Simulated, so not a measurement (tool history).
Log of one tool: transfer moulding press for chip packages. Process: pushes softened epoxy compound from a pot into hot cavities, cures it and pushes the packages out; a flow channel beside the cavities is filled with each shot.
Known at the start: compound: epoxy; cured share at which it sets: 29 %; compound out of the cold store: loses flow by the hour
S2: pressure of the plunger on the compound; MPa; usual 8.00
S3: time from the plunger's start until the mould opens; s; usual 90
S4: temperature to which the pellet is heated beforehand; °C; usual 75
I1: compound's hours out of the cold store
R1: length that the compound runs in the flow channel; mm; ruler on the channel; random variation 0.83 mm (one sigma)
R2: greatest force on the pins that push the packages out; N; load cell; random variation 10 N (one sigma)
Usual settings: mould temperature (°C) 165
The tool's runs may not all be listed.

{"run": 1, "hour": 0.0, "mould temperature (°C)": 165, "S2": 8.0, "S3": 90, "S4": 75, "I1": 40.1, "R1": 693.2, "R2": 904}
{"hour": 12.4, "done": "cavities cleaned with cleaning compound and waxed"}
{"run": 2, "hour": 30.5, "mould temperature (°C)": 165, "S2": 8.0, "S3": 90, "S4": 75, "I1": 28.8, "R1": 722.0, "R2": 685}
{"hour": 41.5, "done": "plunger's sealing rings changed"}
{"run": 3, "hour": 80.9, "mould temperature (°C)": 165, "S2": 8.0, "S3": 90, "S4": 75, "I1": 16.1, "R1": 781.1, "R2": 1021}
{"hour": 91.8, "done": "cavities cleaned with cleaning compound and waxed"}
{"run": 4, "hour": 112.0, "mould temperature (°C)": 165, "S2": 8.0, "S3": 90, "S4": 75, "I1": 27.1, "R1": 741.2, "R2": 733}
{"run": 5, "hour": 143.8, "mould temperature (°C)": 165, "S2": 8.0, "S3": 90, "S4": 75, "I1": 44.6, "R1": 689.0, "R2": 943}
{"hour": 170.0, "done": "cavities cleaned with cleaning compound and waxed"}
{"run": 6, "hour": 196.7, "mould temperature (°C)": 165, "S2": 8.0, "S3": 90, "S4": 82, "I1": 22.2, "R1": 750.0, "R2": 778}
{"run": 7, "hour": 228.3, "mould temperature (°C)": 165, "S2": 8.0, "S3": 90, "S4": 82, "I1": 46.0, "R1": 678.6, "R2": 904}
{"hour": 248.7, "done": "cavities cleaned with cleaning compound and waxed"}
{"run": 8, "hour": 270.8, "mould temperature (°C)": 165, "S2": 8.0, "S3": 90, "S4": 75, "I1": 34.1, "R1": 711.5, "R2": 755}
{"hour": 280.6, "done": "plunger's sealing rings changed"}
{"run": 9, "hour": 298.9, "mould temperature (°C)": 165, "S2": 8.0, "S3": 90, "S4": 75, "I1": 12.0, "R1": 793.1, "R2": 942}
{"hour": 331.0, "done": "cavities cleaned with cleaning compound and waxed"}
{"run": 10, "hour": 351.0, "mould temperature (°C)": 165, "S2": 8.0, "S3": 90, "S4": 75, "I1": 8.5, "R1": 800.3, "R2": 748}
{"hour": 361.6, "done": "mould's thermocouples calibrated"}
{"hour": 411.3, "done": "cavities cleaned with cleaning compound and waxed"}
{"run": 11, "hour": 411.3, "mould temperature (°C)": 165, "S2": 8.0, "S3": 90, "S4": 75, "I1": 8.8, "R1": 789.1, "R2": 485}
{"run": 12, "hour": 438.2, "mould temperature (°C)": 165, "S2": 8.0, "S3": 90, "S4": 75, "I1": 16.4, "R1": 762.4, "R2": 786}
{"run": 13, "hour": 480.9, "mould temperature (°C)": 165, "S2": 7.62, "S3": 90, "S4": 75, "I1": 26.9, "R1": 710.1, "R2": 974}
{"hour": 491.2, "done": "cavities cleaned with cleaning compound and waxed"}
{"run": 14, "hour": 517.3, "mould temperature (°C)": 165, "S2": 8.0, "S3": 90, "S4": 75, "I1": 44.2, "R1": 673.0, "R2": 707}
{"hour": 522.8, "done": "plunger's sealing rings changed"}
{"run": 15, "hour": 549.1, "mould temperature (°C)": 159, "S2": 6.83, "S3": 103, "S4": 80, "I1": 17.6, "R1": 741.0, "R2": 1076}
{"hour": 573.0, "done": "cavities cleaned with cleaning compound and waxed"}
{"run": 16, "hour": 583.6, "mould temperature (°C)": 173, "S2": 7.79, "S3": 123, "S4": 68, "I1": 44.2, "R1": 653.5, "R2": 530}
{"run": 17, "hour": 619.6, "mould temperature (°C)": 173, "S2": 7.79, "S3": 123, "S4": 68, "I1": 27.8, "R1": 694.9, "R2": 774}
{"hour": 650.1, "done": "cavities cleaned with cleaning compound and waxed"}
{"run": 18, "hour": 658.6, "mould temperature (°C)": 165, "S2": 8.0, "S3": 91, "S4": 75, "I1": 30.7, "R1": 723.4, "R2": 599}
{"run": 19, "hour": 696.7, "mould temperature (°C)": 158, "S2": 6.21, "S3": 90, "S4": 75, "I1": 20.4, "R1": 692.9, "R2": 1484}
{"hour": 729.0, "done": "cavities cleaned with cleaning compound and waxed"}
{"run": 20, "hour": 729.0, "mould temperature (°C)": 159, "S2": 8.75, "S3": 84, "S4": 80, "I1": 41.8, "R1": 745.7, "R2": 833}
{"hour": 760.9, "done": "plunger's sealing rings changed"}
{"run": 21, "hour": 777.1, "mould temperature (°C)": 165, "S2": 8.0, "S3": 90, "S4": 79, "I1": 32.0, "R1": 725.5, "R2": 826}
{"run": 22, "hour": 804.9, "mould temperature (°C)": 165, "S2": 8.0, "S3": 90, "S4": 79, "I1": 33.8, "R1": 719.8, "R2": 956}
{"hour": 810.1, "done": "cavities cleaned with cleaning compound and waxed"}
{"run": 23, "hour": 869.3, "mould temperature (°C)": 158, "S2": 8.88, "S3": 106, "S4": 70, "I1": 22.8, "R1": 824.7, "R2": 1154}
{"hour": 890.3, "done": "cavities cleaned with cleaning compound and waxed"}
{"run": 24, "hour": 926.2, "mould temperature (°C)": 158, "S2": 6.16, "S3": 106, "S4": 70, "I1": 11.1, "R1": 717.5, "R2": 1050}
{"hour": 972.2, "done": "cavities cleaned with cleaning compound and waxed"}
{"run": 25, "hour": 989.4, "mould temperature (°C)": 161, "S2": 9.84, "S3": 121, "S4": 65, "I1": 14.3, "R1": 874.8, "R2": 607}
{"hour": 1001.0, "done": "plunger's sealing rings changed"}
{"run": 26, "hour": 1044.8, "mould temperature (°C)": 165, "S2": 6.38, "S3": 110, "S4": 84, "I1": 17.0, "R1": 688.2, "R2": 830}
{"hour": 1053.5, "done": "cavities cleaned with cleaning compound and waxed"}
{"run": 27, "hour": 1107.3, "mould temperature (°C)": 165, "S2": 9.07, "S3": 110, "S4": 84, "I1": 22.2, "R1": 799.6, "R2": 798}

Forecast each of these 3 alternatives for the next run:
{"hour": 1135.8, "done": "cavities cleaned with cleaning compound and waxed"}
{"run": "A", "hour": 1143.1, "mould temperature (°C)": 167, "S2": 6.14, "S3": 92, "S4": 75, "I1": 40.9, "R1": "?", "R2": "?"}
{"hour": 1135.8, "done": "cavities cleaned with cleaning compound and waxed"}
{"run": "B", "hour": 1143.1, "mould temperature (°C)": 163, "S2": 8.74, "S3": 73, "S4": 84, "I1": 24.8, "R1": "?", "R2": "?"}
{"hour": 1135.8, "done": "cavities cleaned with cleaning compound and waxed"}
{"run": "C", "hour": 1143.1, "mould temperature (°C)": 160, "S2": 9.07, "S3": 72, "S4": 84, "I1": 30.9, "R1": "?", "R2": "?"}

run=A R1=600.3 R2=544
run=B R1=784.0 R2=1003
run=C R1=793.0 R2=1337
Without the tool's hidden state the same runs would have given:
run=A R1=607.7 R2=440
run=B R1=793.3 R2=767
run=C R1=802.2 R2=1028
